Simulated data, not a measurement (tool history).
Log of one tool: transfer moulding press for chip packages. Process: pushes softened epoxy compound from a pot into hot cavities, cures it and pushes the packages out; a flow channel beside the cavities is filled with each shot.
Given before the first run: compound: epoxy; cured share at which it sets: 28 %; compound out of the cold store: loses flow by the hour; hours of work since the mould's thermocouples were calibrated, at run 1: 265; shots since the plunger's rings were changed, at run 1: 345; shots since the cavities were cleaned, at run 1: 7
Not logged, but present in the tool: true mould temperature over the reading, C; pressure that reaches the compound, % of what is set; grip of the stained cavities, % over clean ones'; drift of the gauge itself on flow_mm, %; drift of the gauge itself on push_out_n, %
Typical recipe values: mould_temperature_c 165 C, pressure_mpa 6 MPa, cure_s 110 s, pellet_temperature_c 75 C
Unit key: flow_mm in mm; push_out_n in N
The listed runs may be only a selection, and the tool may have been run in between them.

run,hour,mould_temperature_c,pressure_mpa,cure_s,pellet_temperature_c,hours of work since the mould's thermocouples were calibrated,shots since the plunger's rings were changed,shots since the cavities were cleaned,incoming compound's hours out of the cold store,flow_mm,push_out_n
1,0,165,6,110,75,265,345,7,38.6,729,591
2,8.7,165,6,110,75,270,433,95,15.9,778,774
3,18.7,165,6,110,75,277,535,197,28.4,735,836
4,26.5,165,6,110,75,281,613,275,10.1,787,950
5,36.2,165,6,110,75,288,712,374,35.2,725,1029
6,53.8,165,6,110,75,299,890,552,45.8,695,1077
# hour 68.1: cavities cleaned with cleaning compound and waxed
7,68.8,165,6,110,75,308,1027,6,27.5,731,600
8,86.8,165,6,110,75,319,1209,188,27.5,732,823
9,98.5,165,6,110,75,327,1329,308,21.1,732,975
10,113.6,167,7.06,122,69,336,1481,460,44.7,752,825
# hour 117.2: mould's thermocouples calibrated
11,132.9,167,7.06,122,69,10,1656,635,47.1,740,874
# hour 138.8: cavities cleaned with cleaning compound and waxed
# hour 145.5: mould's thermocouples calibrated, once more
12,152.5,165,6.38,110,84,4,1820,119,31.1,749,707
13,170.7,161,4.83,107,71,16,2004,303,45.2,626,1292
14,183.6,163,4.83,107,71,24,2135,434,21.3,666,1209
15,200.7,157,6.73,133,85,35,2308,607,17.6,820,1322
# hour 209.2: cavities cleaned with cleaning compound and waxed
16,219.3,159,6.39,110,75,46,2482,103,8.5,797,1189

Each run again, without the hidden state but with its own random variation kept:
run,flow_mm,push_out_n
1,733,556
2,784,588
3,742,549
4,795,572
5,734,581
6,707,558
7,745,560
8,749,544
9,751,576
10,773,451
11,763,443
12,777,538
13,652,801
14,697,687
15,860,702
16,839,937

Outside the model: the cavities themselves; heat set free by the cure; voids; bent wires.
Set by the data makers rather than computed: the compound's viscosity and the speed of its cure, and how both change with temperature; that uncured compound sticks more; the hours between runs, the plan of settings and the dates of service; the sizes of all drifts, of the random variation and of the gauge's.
